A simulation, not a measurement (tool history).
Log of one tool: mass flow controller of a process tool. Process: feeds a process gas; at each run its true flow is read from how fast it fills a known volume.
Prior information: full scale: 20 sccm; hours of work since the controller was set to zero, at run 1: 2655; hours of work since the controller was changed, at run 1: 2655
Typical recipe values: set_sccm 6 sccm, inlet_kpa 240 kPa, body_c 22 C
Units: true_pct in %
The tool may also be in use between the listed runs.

run,hour,set_sccm,inlet_kpa,body_c,hours of work since the controller was set to zero,hours of work since the controller was changed,true_pct
1,0,6,240,22,2655,2655,99.04
2,188.1,6,240,22,2733,2733,99.08
3,308.4,6,240,22,2783,2783,98.91
4,402.8,6,240,22,2822,2822,99.1
5,542.2,17,240,22,2880,2880,100.88
6,690.7,17,240,22,2942,2942,101.01
7,865.6,17,240,22,3015,3015,100.95
8,1065.7,11,240,22,3098,3098,100.14
9,1260.3,11,240,22,3179,3179,100.11
10,1347.3,6,178,22,3215,3215,98.68
11,1442.9,16,240,28,3255,3255,100.24
12,1538.4,16,240,28,3295,3295,100.23
13,1627.5,10,226,24,3332,3332,99.6
14,1759.4,15,261,24,3387,3387,100.57
15,1923,15,273,24,3455,3455,100.78

For each run, the measured value with the value that run would have given without the tool's hidden condition subtracted. The run-to-run variation is shared by both, the gauge scatter possibly not:
The hidden state here: flow at rest that the sensor doesn't see, % of full scale; true flow over the shown one, %; drift of the gauge itself on true_pct, %.
run,true_pct
1,-0.37
2,-0.39
3,-0.39
4,-0.4
5,+0.59
6,+0.59
7,+0.6
8,+0.29
9,+0.29
10,-0.49
11,+0.59
12,+0.59
13,+0.19
14,+0.56
15,+0.56

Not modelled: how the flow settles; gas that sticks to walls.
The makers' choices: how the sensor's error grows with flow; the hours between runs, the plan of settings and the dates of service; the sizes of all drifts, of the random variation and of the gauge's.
